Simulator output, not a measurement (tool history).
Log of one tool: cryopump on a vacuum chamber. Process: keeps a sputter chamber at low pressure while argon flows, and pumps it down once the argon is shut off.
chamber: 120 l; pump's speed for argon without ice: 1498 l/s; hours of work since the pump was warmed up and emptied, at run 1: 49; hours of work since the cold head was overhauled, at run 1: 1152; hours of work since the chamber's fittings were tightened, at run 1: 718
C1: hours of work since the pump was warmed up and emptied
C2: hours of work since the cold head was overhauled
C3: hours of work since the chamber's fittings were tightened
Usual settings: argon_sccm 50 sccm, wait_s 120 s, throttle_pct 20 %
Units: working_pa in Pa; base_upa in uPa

{"run": 1, "hour": 0.0, "argon_sccm": 50, "wait_s": 120, "throttle_pct": 20, "C1": 49, "C2": 1152, "C3": 718, "working_pa": 0.2827, "base_upa": 1.4}
{"run": 2, "hour": 33.2, "argon_sccm": 50, "wait_s": 120, "throttle_pct": 20, "C1": 75, "C2": 1178, "C3": 744, "working_pa": 0.2815, "base_upa": 1.45}
{"run": 3, "hour": 84.2, "argon_sccm": 50, "wait_s": 200, "throttle_pct": 20, "C1": 115, "C2": 1218, "C3": 784, "working_pa": 0.2831, "base_upa": 1.4}
{"run": 4, "hour": 127.7, "argon_sccm": 50, "wait_s": 200, "throttle_pct": 20, "C1": 149, "C2": 1253, "C3": 819, "working_pa": 0.2836, "base_upa": 1.52}
{"run": 5, "hour": 169.2, "argon_sccm": 50, "wait_s": 200, "throttle_pct": 20, "C1": 181, "C2": 1285, "C3": 851, "working_pa": 0.2829, "base_upa": 1.55}
{"run": 6, "hour": 194.8, "argon_sccm": 50, "wait_s": 200, "throttle_pct": 20, "C1": 202, "C2": 1305, "C3": 871, "working_pa": 0.2843, "base_upa": 1.55}
{"run": 7, "hour": 242.6, "argon_sccm": 50, "wait_s": 200, "throttle_pct": 20, "C1": 239, "C2": 1343, "C3": 909, "working_pa": 0.2846, "base_upa": 1.62}
{"run": 8, "hour": 291.0, "argon_sccm": 50, "wait_s": 200, "throttle_pct": 20, "C1": 277, "C2": 1381, "C3": 947, "working_pa": 0.285, "base_upa": 1.7}
{"run": 9, "hour": 332.9, "argon_sccm": 21, "wait_s": 36, "throttle_pct": 58, "C1": 310, "C2": 1414, "C3": 980, "working_pa": 0.0419, "base_upa": 2.37}
{"run": 10, "hour": 358.7, "argon_sccm": 58, "wait_s": 23, "throttle_pct": 37, "C1": 330, "C2": 1434, "C3": 1000, "working_pa": 0.1799, "base_upa": 2.71}

The next listed run, before its measurement:
{"run": 11, "hour": 394.2, "argon_sccm": 58, "wait_s": 23, "throttle_pct": 20, "C1": 358, "C2": 1462, "C3": 1028, "working_pa": "?", "base_upa": "?"}

Run 11 gave working_pa 0.3327 Pa, base_upa 2.81 uPa.
Without the tool's hidden state the same run would have given working_pa 0.3283 Pa, base_upa 1.27 uPa.
